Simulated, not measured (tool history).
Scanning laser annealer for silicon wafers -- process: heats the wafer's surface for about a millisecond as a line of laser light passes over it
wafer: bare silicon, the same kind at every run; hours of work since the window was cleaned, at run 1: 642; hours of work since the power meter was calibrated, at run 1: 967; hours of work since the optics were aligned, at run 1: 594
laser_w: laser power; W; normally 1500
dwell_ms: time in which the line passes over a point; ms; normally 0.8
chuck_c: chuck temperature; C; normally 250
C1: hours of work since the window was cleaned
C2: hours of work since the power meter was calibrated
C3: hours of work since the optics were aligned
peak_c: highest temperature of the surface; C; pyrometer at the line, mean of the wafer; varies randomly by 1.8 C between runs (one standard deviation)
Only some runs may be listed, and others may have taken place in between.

run 1 day=0 | laser_w=1500 dwell_ms=0.8 chuck_c=250 | C1=642 C2=967 C3=594 | peak_c=998
run 2 day=2.571 | laser_w=1500 dwell_ms=0.834 chuck_c=250 | C1=679 C2=1004 C3=631 | peak_c=1014
run 3 day=4.196 | laser_w=1500 dwell_ms=0.571 chuck_c=250 | C1=702 C2=1027 C3=654 | peak_c=870
run 4 day=5.725 | laser_w=1500 dwell_ms=0.571 chuck_c=250 | C1=724 C2=1050 C3=676 | peak_c=874
run 5 day=6.783 | laser_w=1500 dwell_ms=0.8 chuck_c=250 | C1=739 C2=1065 C3=692 | peak_c=995
run 6 day=8.421 | laser_w=1500 dwell_ms=0.8 chuck_c=249 | C1=763 C2=1088 C3=715 | peak_c=995
run 7 day=10.933 | laser_w=1500 dwell_ms=0.617 chuck_c=249 | C1=799 C2=1125 C3=752 | peak_c=893
run 8 day=12.767 | laser_w=1500 dwell_ms=0.617 chuck_c=249 | C1=826 C2=1151 C3=778 | peak_c=896
run 9 day=14.375 | laser_w=1500 dwell_ms=0.8 chuck_c=250 | C1=849 C2=1174 C3=801 | peak_c=988
-- day=15.621 window over the wafer cleaned
run 10 day=16.167 | laser_w=1500 dwell_ms=0.8 chuck_c=250 | C1=8 C2=1199 C3=826 | peak_c=1025
run 11 day=17.867 | laser_w=1556 dwell_ms=0.8 chuck_c=250 | C1=32 C2=1223 C3=850 | peak_c=1057
run 12 day=19.8 | laser_w=1556 dwell_ms=0.8 chuck_c=250 | C1=60 C2=1251 C3=878 | peak_c=1056
run 13 day=22.138 | laser_w=1500 dwell_ms=0.8 chuck_c=250 | C1=94 C2=1285 C3=912 | peak_c=1016
run 14 day=24.354 | laser_w=1428 dwell_ms=0.8 chuck_c=250 | C1=126 C2=1317 C3=944 | peak_c=974
-- day=25.296 optics aligned, line set to its width
run 15 day=26.292 | laser_w=1428 dwell_ms=0.8 chuck_c=250 | C1=151 C2=1342 C3=14 | peak_c=978
run 16 day=28.275 | laser_w=1428 dwell_ms=0.8 chuck_c=250 | C1=180 C2=1371 C3=43 | peak_c=977
run 17 day=29.833 | laser_w=1500 dwell_ms=0.8 chuck_c=250 | C1=202 C2=1393 C3=65 | peak_c=1020
run 18 day=31.971 | laser_w=1500 dwell_ms=0.8 chuck_c=253 | C1=233 C2=1424 C3=96 | peak_c=1022
run 19 day=34.583 | laser_w=1500 dwell_ms=0.8 chuck_c=235 | C1=271 C2=1462 C3=134 | peak_c=1004
run 20 day=36.292 | laser_w=1500 dwell_ms=0.8 chuck_c=235 | C1=295 C2=1486 C3=159 | peak_c=1002
run 21 day=38.775 | laser_w=1500 dwell_ms=0.645 chuck_c=250 | C1=331 C2=1522 C3=194 | peak_c=934
run 22 day=41.262 | laser_w=1441 dwell_ms=0.645 chuck_c=269 | C1=367 C2=1558 C3=230 | peak_c=920
run 23 day=43.8 | laser_w=1441 dwell_ms=0.645 chuck_c=269 | C1=403 C2=1594 C3=267 | peak_c=919
run 24 day=46.317 | laser_w=1543 dwell_ms=0.645 chuck_c=242 | C1=440 C2=1631 C3=303 | peak_c=943
run 25 day=48.667 | laser_w=1543 dwell_ms=0.974 chuck_c=290 | C1=474 C2=1665 C3=337 | peak_c=1161
run 26 day=49.833 | laser_w=1543 dwell_ms=0.974 chuck_c=290 | C1=490 C2=1682 C3=354 | peak_c=1165
run 27 day=50.996 | laser_w=1500 dwell_ms=0.8 chuck_c=219 | C1=507 C2=1698 C3=371 | peak_c=974
run 28 day=53.45 | laser_w=1470 dwell_ms=0.937 chuck_c=219 | C1=543 C2=1734 C3=406 | peak_c=1019
run 29 day=54.792 | laser_w=1545 dwell_ms=0.643 chuck_c=283 | C1=562 C2=1753 C3=425 | peak_c=981
run 30 day=56.529 | laser_w=1545 dwell_ms=0.643 chuck_c=218 | C1=587 C2=1778 C3=450 | peak_c=916
run 31 day=57.742 | laser_w=1545 dwell_ms=0.758 chuck_c=218 | C1=604 C2=1796 C3=468 | peak_c=981
run 32 day=59.129 | laser_w=1578 dwell_ms=0.833 chuck_c=240 | C1=625 C2=1816 C3=488 | peak_c=1058
run 33 day=61.1 | laser_w=1578 dwell_ms=0.833 chuck_c=240 | C1=653 C2=1844 C3=516 | peak_c=1057
run 34 day=62.958 | laser_w=1458 dwell_ms=0.8 chuck_c=250 | C1=680 C2=1871 C3=543 | peak_c=975
run 35 day=64.462 | laser_w=1458 dwell_ms=0.717 chuck_c=250 | C1=701 C2=1892 C3=565 | peak_c=935
run 36 day=65.979 | laser_w=1458 dwell_ms=0.89 chuck_c=229 | C1=723 C2=1914 C3=587 | peak_c=994
run 37 day=67.55 | laser_w=1471 dwell_ms=0.8 chuck_c=288 | C1=746 C2=1937 C3=609 | peak_c=1020
run 38 day=70.079 | laser_w=1646 dwell_ms=0.76 chuck_c=250 | C1=782 C2=1973 C3=646 | peak_c=1065
run 39 day=71.608 | laser_w=1646 dwell_ms=0.76 chuck_c=269 | C1=805 C2=1996 C3=668 | peak_c=1084
run 40 day=73.233 | laser_w=1646 dwell_ms=0.76 chuck_c=269 | C1=828 C2=2019 C3=691 | peak_c=1084

Subtracting, for every run, the result it would have given without the tool's unlogged condition from the measured result gives the following. The same run-to-run variation enters both numbers; the gauge's scatter may not:
What the log doesn't record here: light that passes the window, % of a clean one's; laser's true power over the reading, %; width of the line over the set one, %; drift of the gauge itself on peak_c, C.
run=1 peak_c=-26
run=2 peak_c=-29
run=3 peak_c=-24
run=4 peak_c=-25
run=5 peak_c=-30
run=6 peak_c=-31
run=7 peak_c=-29
run=8 peak_c=-30
run=9 peak_c=-34
run=10 peak_c=-3
run=11 peak_c=-4
run=12 peak_c=-5
run=13 peak_c=-6
run=14 peak_c=-7
run=15 peak_c=-1
run=16 peak_c=-2
run=17 peak_c=-3
run=18 peak_c=-5
run=19 peak_c=-6
run=20 peak_c=-7
run=21 peak_c=-8
run=22 peak_c=-9
run=23 peak_c=-10
run=24 peak_c=-12
run=25 peak_c=-17
run=26 peak_c=-17
run=27 peak_c=-15
run=28 peak_c=-18
run=29 peak_c=-16
run=30 peak_c=-17
run=31 peak_c=-19
run=32 peak_c=-22
run=33 peak_c=-23
run=34 peak_c=-22
run=35 peak_c=-22
run=36 peak_c=-25
run=37 peak_c=-25
run=38 peak_c=-29
run=39 peak_c=-30
run=40 peak_c=-31

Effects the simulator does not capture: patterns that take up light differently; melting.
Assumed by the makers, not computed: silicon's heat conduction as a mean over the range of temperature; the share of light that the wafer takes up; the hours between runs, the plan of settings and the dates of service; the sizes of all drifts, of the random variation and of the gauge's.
